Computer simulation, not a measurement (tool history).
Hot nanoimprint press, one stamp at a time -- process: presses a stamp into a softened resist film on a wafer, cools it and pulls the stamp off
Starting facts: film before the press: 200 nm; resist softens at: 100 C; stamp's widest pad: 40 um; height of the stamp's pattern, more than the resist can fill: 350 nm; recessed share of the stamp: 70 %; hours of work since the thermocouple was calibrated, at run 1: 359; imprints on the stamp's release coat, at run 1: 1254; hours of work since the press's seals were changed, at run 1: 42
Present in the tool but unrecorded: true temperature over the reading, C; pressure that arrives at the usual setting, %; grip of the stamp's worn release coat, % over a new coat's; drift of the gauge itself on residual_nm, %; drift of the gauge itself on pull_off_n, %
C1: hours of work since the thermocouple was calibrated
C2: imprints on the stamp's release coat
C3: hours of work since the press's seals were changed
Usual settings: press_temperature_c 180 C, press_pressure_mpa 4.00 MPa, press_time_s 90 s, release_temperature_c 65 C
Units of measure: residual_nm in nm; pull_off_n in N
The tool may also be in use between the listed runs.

run 1 day=0.000 | press_temperature_c=180 press_pressure_mpa=4.00 press_time_s=90 release_temperature_c=65 | C1=359 C2=1254 C3=42 | residual_nm=117.6 pull_off_n=228
run 2 day=0.346 | press_temperature_c=180 press_pressure_mpa=4.00 press_time_s=90 release_temperature_c=65 | C1=362 C2=1279 C3=45 | residual_nm=117.8 pull_off_n=235
run 3 day=0.817 | press_temperature_c=180 press_pressure_mpa=4.00 press_time_s=90 release_temperature_c=65 | C1=368 C2=1314 C3=51 | residual_nm=119.1 pull_off_n=235
run 4 day=1.175 | press_temperature_c=180 press_pressure_mpa=4.00 press_time_s=90 release_temperature_c=65 | C1=372 C2=1340 C3=55 | residual_nm=118.7 pull_off_n=229
run 5 day=1.608 | press_temperature_c=180 press_pressure_mpa=2.69 press_time_s=90 release_temperature_c=65 | C1=376 C2=1372 C3=59 | residual_nm=140.3 pull_off_n=246
run 6 day=2.108 | press_temperature_c=180 press_pressure_mpa=2.69 press_time_s=90 release_temperature_c=64 | C1=382 C2=1409 C3=65 | residual_nm=137.5 pull_off_n=238
run 7 day=2.550 | press_temperature_c=180 press_pressure_mpa=2.69 press_time_s=90 release_temperature_c=64 | C1=387 C2=1441 C3=70 | residual_nm=138.9 pull_off_n=259
run 8 day=2.858 | press_temperature_c=180 press_pressure_mpa=3.49 press_time_s=90 release_temperature_c=65 | C1=390 C2=1464 C3=73 | residual_nm=125.9 pull_off_n=242
run 9 day=3.088 | press_temperature_c=180 press_pressure_mpa=3.49 press_time_s=90 release_temperature_c=65 | C1=393 C2=1480 C3=76 | residual_nm=125.3 pull_off_n=253
run 10 day=3.333 | press_temperature_c=181 press_pressure_mpa=3.49 press_time_s=90 release_temperature_c=65 | C1=395 C2=1499 C3=78 | residual_nm=121.9 pull_off_n=234
run 11 day=3.833 | press_temperature_c=181 press_pressure_mpa=3.49 press_time_s=90 release_temperature_c=65 | C1=401 C2=1535 C3=84 | residual_nm=122.1 pull_off_n=242
run 12 day=4.342 | press_temperature_c=181 press_pressure_mpa=3.49 press_time_s=90 release_temperature_c=65 | C1=407 C2=1572 C3=90 | residual_nm=121.9 pull_off_n=249
-- day=4.504 plate thermocouple calibrated
run 13 day=4.792 | press_temperature_c=180 press_pressure_mpa=4.00 press_time_s=90 release_temperature_c=65 | C1=3 C2=1597 C3=93 | residual_nm=120.2 pull_off_n=251
run 14 day=5.308 | press_temperature_c=180 press_pressure_mpa=4.00 press_time_s=90 release_temperature_c=69 | C1=9 C2=1634 C3=99 | residual_nm=119.5 pull_off_n=229
run 15 day=5.650 | press_temperature_c=180 press_pressure_mpa=4.00 press_time_s=90 release_temperature_c=69 | C1=13 C2=1659 C3=103 | residual_nm=119.4 pull_off_n=227
run 16 day=5.912 | press_temperature_c=180 press_pressure_mpa=4.00 press_time_s=90 release_temperature_c=56 | C1=16 C2=1679 C3=106 | residual_nm=118.8 pull_off_n=311
run 17 day=6.367 | press_temperature_c=180 press_pressure_mpa=4.00 press_time_s=90 release_temperature_c=56 | C1=21 C2=1712 C3=111 | residual_nm=118.9 pull_off_n=316
-- day=6.592 plate thermocouple calibrated, once more
run 18 day=6.812 | press_temperature_c=180 press_pressure_mpa=5.21 press_time_s=90 release_temperature_c=72 | C1=2 C2=1736 C3=114 | residual_nm=100.3 pull_off_n=202
run 19 day=7.150 | press_temperature_c=180 press_pressure_mpa=5.21 press_time_s=90 release_temperature_c=72 | C1=6 C2=1760 C3=118 | residual_nm=99.4 pull_off_n=199
run 20 day=7.633 | press_temperature_c=180 press_pressure_mpa=5.21 press_time_s=90 release_temperature_c=72 | C1=11 C2=1796 C3=123 | residual_nm=99.0 pull_off_n=197
run 21 day=7.946 | press_temperature_c=183 press_pressure_mpa=5.21 press_time_s=112 release_temperature_c=72 | C1=15 C2=1819 C3=127 | residual_nm=85.8 pull_off_n=204
run 22 day=8.438 | press_temperature_c=183 press_pressure_mpa=5.21 press_time_s=112 release_temperature_c=72 | C1=20 C2=1855 C3=132 | residual_nm=85.9 pull_off_n=198
run 23 day=8.850 | press_temperature_c=180 press_pressure_mpa=5.10 press_time_s=47 release_temperature_c=65 | C1=25 C2=1885 C3=137 | residual_nm=124.7 pull_off_n=245
run 24 day=9.183 | press_temperature_c=180 press_pressure_mpa=4.36 press_time_s=127 release_temperature_c=51 | C1=29 C2=1910 C3=140 | residual_nm=99.3 pull_off_n=351
run 25 day=9.650 | press_temperature_c=180 press_pressure_mpa=4.59 press_time_s=128 release_temperature_c=65 | C1=34 C2=1944 C3=145 | residual_nm=95.7 pull_off_n=254
run 26 day=10.079 | press_temperature_c=189 press_pressure_mpa=4.20 press_time_s=90 release_temperature_c=65 | C1=38 C2=1975 C3=150 | residual_nm=88.7 pull_off_n=255
run 27 day=10.350 | press_temperature_c=189 press_pressure_mpa=4.20 press_time_s=90 release_temperature_c=65 | C1=42 C2=1996 C3=153 | residual_nm=88.5 pull_off_n=263
-- day=10.638 stamp cleaned and given a new release coat
run 28 day=10.867 | press_temperature_c=180 press_pressure_mpa=4.00 press_time_s=94 release_temperature_c=65 | C1=44 C2=17 C3=156 | residual_nm=113.5 pull_off_n=189
run 29 day=11.358 | press_temperature_c=180 press_pressure_mpa=4.00 press_time_s=83 release_temperature_c=60 | C1=50 C2=53 C3=162 | residual_nm=116.8 pull_off_n=202
run 30 day=11.825 | press_temperature_c=168 press_pressure_mpa=2.96 press_time_s=84 release_temperature_c=73 | C1=55 C2=87 C3=167 | residual_nm=165.1 pull_off_n=144

Predict each of these 3 candidate next runs independently; none follows another, all start after run 30:
run A day=12.258 | press_temperature_c=180 press_pressure_mpa=4.49 press_time_s=84 release_temperature_c=65 | C1=60 C2=119 C3=171 | residual_nm=? pull_off_n=?
run B day=12.258 | press_temperature_c=185 press_pressure_mpa=3.87 press_time_s=59 release_temperature_c=65 | C1=60 C2=119 C3=171 | residual_nm=? pull_off_n=?
run C day=12.258 | press_temperature_c=168 press_pressure_mpa=2.96 press_time_s=84 release_temperature_c=58 | C1=60 C2=119 C3=171 | residual_nm=? pull_off_n=?

run=A residual_nm=110.6 pull_off_n=182
run=B residual_nm=116.7 pull_off_n=194
run=C residual_nm=165.4 pull_off_n=220
With no hidden state in the tool, these same runs would have given:
run=A residual_nm=110.2 pull_off_n=178
run=B residual_nm=116.4 pull_off_n=190
run=C residual_nm=165.3 pull_off_n=215
